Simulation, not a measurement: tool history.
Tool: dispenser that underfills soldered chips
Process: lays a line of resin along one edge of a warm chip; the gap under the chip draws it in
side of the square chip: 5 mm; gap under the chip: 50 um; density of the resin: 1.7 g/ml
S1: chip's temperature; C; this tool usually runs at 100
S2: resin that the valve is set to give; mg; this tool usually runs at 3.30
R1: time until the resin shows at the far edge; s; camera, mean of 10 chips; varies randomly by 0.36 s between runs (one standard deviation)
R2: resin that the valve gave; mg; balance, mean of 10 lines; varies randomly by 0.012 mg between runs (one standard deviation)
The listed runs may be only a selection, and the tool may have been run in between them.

| run | hour | S1 | S2 | R1 | R2 |
|---|---|---|---|---|---|
| 1 | 0.0 | 100 | 3.30 | 30.7 | 3.28 |
|  | 5.5 | new syringe of resin |
| 2 | 8.8 | 110 | 3.30 | 16.6 | 3.22 |
| 3 | 16.1 | 110 | 3.30 | 24.8 | 3.20 |
|  | 18.7 | new syringe of resin |
| 4 | 22.4 | 100 | 4.20 | 24.6 | 4.05 |
| 5 | 26.1 | 106 | 3.30 | 24.8 | 3.20 |
|  | 31.8 | new syringe of resin |
| 6 | 34.7 | 106 | 3.30 | 18.7 | 3.17 |
| 7 | 42.2 | 106 | 3.30 | 29.5 | 3.15 |
|  | 45.2 | new syringe of resin |
| 8 | 47.4 | 115 | 3.30 | 12.6 | 3.15 |
| 9 | 51.1 | 115 | 3.30 | 15.9 | 3.15 |
|  | 57.1 | dispensing valve cleaned and set on the balance |
|  | 59.5 | new syringe of resin |
| 10 | 59.5 | 100 | 3.30 | 18.5 | 3.31 |
| 11 | 65.1 | 86 | 3.30 | 45.0 | 3.30 |
| 12 | 71.9 | 100 | 3.30 | 39.3 | 3.27 |
|  | 73.0 | new syringe of resin |
| 13 | 76.1 | 100 | 3.30 | 23.6 | 3.28 |
| 14 | 82.1 | 100 | 3.30 | 33.2 | 3.27 |
|  | 86.0 | new syringe of resin |
| 15 | 89.3 | 100 | 3.30 | 23.9 | 3.24 |
| 16 | 96.8 | 100 | 3.30 | 37.0 | 3.22 |
|  | 99.2 | new syringe of resin |
| 17 | 104.5 | 98 | 3.30 | 27.6 | 3.24 |
| 18 | 110.0 | 100 | 3.44 | 35.1 | 3.34 |
|  | 112.6 | new syringe of resin |
| 19 | 118.7 | 100 | 3.44 | 26.1 | 3.33 |
|  | 125.7 | new syringe of resin |
| 20 | 125.7 | 100 | 3.44 | 18.5 | 3.31 |
| 21 | 134.4 | 100 | 3.44 | 31.4 | 3.30 |
|  | 139.2 | new syringe of resin |
| 22 | 139.5 | 100 | 3.89 | 18.9 | 3.74 |
|  | 144.6 | dispensing valve cleaned and set on the balance |
| 23 | 144.8 | 100 | 3.89 | 24.7 | 3.92 |
|  | 153.4 | new syringe of resin |
| 24 | 153.4 | 100 | 3.89 | 18.1 | 3.91 |
| 25 | 160.9 | 100 | 3.89 | 29.0 | 3.86 |
|  | 167.2 | new syringe of resin |
| 26 | 169.1 | 97 | 3.78 | 23.4 | 3.75 |
| 27 | 173.1 | 97 | 3.78 | 29.7 | 3.74 |
|  | 180.9 | new syringe of resin |
| 28 | 181.3 | 97 | 3.22 | 21.5 | 3.16 |
| 29 | 188.8 | 109 | 4.26 | 21.9 | 4.19 |
|  | 194.6 | new syringe of resin |
| 30 | 196.0 | 110 | 3.30 | 14.4 | 3.23 |
| 31 | 202.6 | 110 | 3.30 | 21.0 | 3.21 |
|  | 207.8 | new syringe of resin |
| 32 | 211.1 | 103 | 3.30 | 20.5 | 3.23 |
| 33 | 218.0 | 103 | 3.30 | 30.8 | 3.18 |
|  | 221.2 | new syringe of resin |
| 34 | 222.7 | 105 | 3.50 | 16.8 | 3.39 |

Below, some changes in R1 between adjacent runs. For each, the amount present without the hidden state too (settings, incoming material, random variation) and the amount remaining for the hidden state with gauge scatter not shared by both compared results:
Hidden state at play: resin's viscosity, % of fresh resin's; dose that the valve gives, % of what is set; true chip temperature over the reading, C; drift of the gauge itself on fill_s, %; drift of the gauge itself on given_mg, %.
Run 7 -> 8: S1 106 -> 115, new syringe of resin. R1 -16.9 s: hidden state -11.7, all else -5.2.
Run 10 -> 11: S1 100 -> 86. R1 +26.5 s: hidden state +11.1, all else +15.4.
Run 12 -> 13: new syringe of resin. R1 -15.7 s: hidden state -15.9, all else +0.2.
Run 15 -> 16: nothing adjusted, nothing logged. R1 +13.1 s: hidden state +13.2, all else -0.1.
Run 20 -> 21: nothing adjusted, nothing logged. R1 +12.9 s: hidden state +12.5, all else +0.4.
